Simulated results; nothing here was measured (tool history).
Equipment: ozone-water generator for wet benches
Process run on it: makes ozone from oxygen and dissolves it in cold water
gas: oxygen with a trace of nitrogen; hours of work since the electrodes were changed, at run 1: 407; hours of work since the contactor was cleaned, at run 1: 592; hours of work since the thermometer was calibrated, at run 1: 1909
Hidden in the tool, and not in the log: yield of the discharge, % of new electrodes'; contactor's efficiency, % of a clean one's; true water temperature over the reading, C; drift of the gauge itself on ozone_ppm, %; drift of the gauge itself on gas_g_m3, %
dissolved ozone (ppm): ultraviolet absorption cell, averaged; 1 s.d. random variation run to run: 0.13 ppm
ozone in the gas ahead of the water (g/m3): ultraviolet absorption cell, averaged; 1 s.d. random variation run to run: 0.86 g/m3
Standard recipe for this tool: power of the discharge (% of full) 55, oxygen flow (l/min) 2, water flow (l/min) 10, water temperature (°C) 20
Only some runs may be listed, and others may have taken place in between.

run,hour,power of the discharge (% of full),oxygen flow (l/min),water flow (l/min),water temperature (°C),hours of work since the electrodes were changed,hours of work since the contactor was cleaned,hours of work since the thermometer was calibrated,dissolved ozone (ppm),ozone in the gas ahead of the water (g/m3)
1,0,55,2,10,20,407,592,1909,13.4,139.7
2,21.7,55,2.48,10,20,426,611,1928,13.9,130.7
3,41.4,55,2,10,20,443,628,1945,13.2,139.5
4,64.6,55,2,10,14,463,648,1965,14.4,139.6
5,90.6,55,3.12,10,20,486,671,1988,14.7,121.2
6,112.3,55,3.09,10,20,505,690,2007,14.6,119
7,134.3,55,2,10,20,524,709,2026,13.3,137.8
8,170.1,55,2,10,20,555,740,2057,13.2,139.7
9,196.6,55,2,10,14,578,763,2080,14,139.3
10,230.6,71,2,10,20,607,792,2109,16.1,170
11,250.9,99,3.26,10,20,625,810,2127,23.3,190.4
# hour 258.1: contactor cleaned
12,281.6,99,3.26,10,20,648,20,2150,23.1,192.4
13,319.2,73,2.48,10,20,681,53,2183,17.2,163.8
14,347.9,55,2,14,16,706,78,2208,10.1,139.5
15,366.2,55,2,10,20,722,94,2223,13,138.2
# hour 384.2: contactor cleaned, once more
16,407,55,2,10,20,753,20,2255,13.3,138.8
17,445.2,55,2,10,18,787,53,2288,13.6,138.4
18,478.4,69,2,7,23,815,82,2317,19.6,165.6
19,503.7,43,2,10,28,837,104,2339,9.8,112.7

Forecast run 20:
20,530.3,43,2,10,28,860,127,2362,?,?

{"run 20": {"dissolved ozone (ppm)": 9.7, "ozone in the gas ahead of the water (g/m3)": 113.7}}
Minus the tool's unlogged condition, the same run would have read dissolved ozone (ppm) 9.9, ozone in the gas ahead of the water (g/m3) 115.5.
